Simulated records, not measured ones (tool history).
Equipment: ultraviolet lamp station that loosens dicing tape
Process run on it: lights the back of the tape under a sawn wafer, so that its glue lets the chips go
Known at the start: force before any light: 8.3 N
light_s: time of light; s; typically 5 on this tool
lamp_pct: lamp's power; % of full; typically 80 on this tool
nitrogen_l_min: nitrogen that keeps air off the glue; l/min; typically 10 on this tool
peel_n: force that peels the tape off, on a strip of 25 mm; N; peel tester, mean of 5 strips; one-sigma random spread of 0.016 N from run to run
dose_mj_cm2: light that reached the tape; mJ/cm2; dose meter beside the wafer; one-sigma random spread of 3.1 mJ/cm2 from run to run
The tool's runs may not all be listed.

{"run": 1, "day": 0.0, "light_s": 5, "lamp_pct": 80, "nitrogen_l_min": 10, "peel_n": 1.058, "dose_mj_cm2": 397}
{"run": 2, "day": 1.233, "light_s": 5, "lamp_pct": 80, "nitrogen_l_min": 10, "peel_n": 1.05, "dose_mj_cm2": 392}
{"run": 3, "day": 4.042, "light_s": 5, "lamp_pct": 80, "nitrogen_l_min": 10, "peel_n": 1.105, "dose_mj_cm2": 386}
{"run": 4, "day": 6.388, "light_s": 5, "lamp_pct": 66, "nitrogen_l_min": 10, "peel_n": 1.594, "dose_mj_cm2": 311}
{"day": 8.012, "done": "window cleaned of glue's vapour"}
{"run": 5, "day": 8.329, "light_s": 5, "lamp_pct": 66, "nitrogen_l_min": 10, "peel_n": 1.384, "dose_mj_cm2": 338}
{"run": 6, "day": 11.388, "light_s": 5, "lamp_pct": 66, "nitrogen_l_min": 10, "peel_n": 1.459, "dose_mj_cm2": 327}
{"run": 7, "day": 14.017, "light_s": 5, "lamp_pct": 80, "nitrogen_l_min": 10, "peel_n": 1.096, "dose_mj_cm2": 382}
{"run": 8, "day": 16.65, "light_s": 5, "lamp_pct": 80, "nitrogen_l_min": 10, "peel_n": 1.21, "dose_mj_cm2": 379}
{"run": 9, "day": 19.725, "light_s": 3, "lamp_pct": 76, "nitrogen_l_min": 7, "peel_n": 2.965, "dose_mj_cm2": 206}
{"run": 10, "day": 21.971, "light_s": 3, "lamp_pct": 76, "nitrogen_l_min": 7, "peel_n": 3.005, "dose_mj_cm2": 203}
{"run": 11, "day": 24.671, "light_s": 3, "lamp_pct": 76, "nitrogen_l_min": 7, "peel_n": 3.188, "dose_mj_cm2": 198}
{"run": 12, "day": 26.329, "light_s": 3, "lamp_pct": 61, "nitrogen_l_min": 7, "peel_n": 3.972, "dose_mj_cm2": 151}
{"run": 13, "day": 29.392, "light_s": 4, "lamp_pct": 61, "nitrogen_l_min": 7, "peel_n": 3.017, "dose_mj_cm2": 201}
{"run": 14, "day": 31.721, "light_s": 4, "lamp_pct": 61, "nitrogen_l_min": 7, "peel_n": 3.305, "dose_mj_cm2": 191}
{"run": 15, "day": 33.708, "light_s": 4, "lamp_pct": 60, "nitrogen_l_min": 3, "peel_n": 4.098, "dose_mj_cm2": 183}

Same runs, no hidden state in the tool, same run-to-run variation:
Unlogged tool condition in this case: lamp's light, % of a new lamp's; light that the window lets through, % of a clean one's; drift of the gauge itself on peel_n, %; drift of the gauge itself on dose_mj_cm2, %.
run=1 peel_n=0.788 dose_mj_cm2=461
run=2 peel_n=0.767 dose_mj_cm2=462
run=3 peel_n=0.767 dose_mj_cm2=465
run=4 peel_n=1.116 dose_mj_cm2=384
run=5 peel_n=1.109 dose_mj_cm2=384
run=6 peel_n=1.114 dose_mj_cm2=383
run=7 peel_n=0.771 dose_mj_cm2=459
run=8 peel_n=0.809 dose_mj_cm2=467
run=9 peel_n=2.266 dose_mj_cm2=264
run=10 peel_n=2.241 dose_mj_cm2=265
run=11 peel_n=2.319 dose_mj_cm2=266
run=12 peel_n=3.021 dose_mj_cm2=208
run=13 peel_n=2.042 dose_mj_cm2=283
run=14 peel_n=2.181 dose_mj_cm2=279
run=15 peel_n=2.947 dose_mj_cm2=273
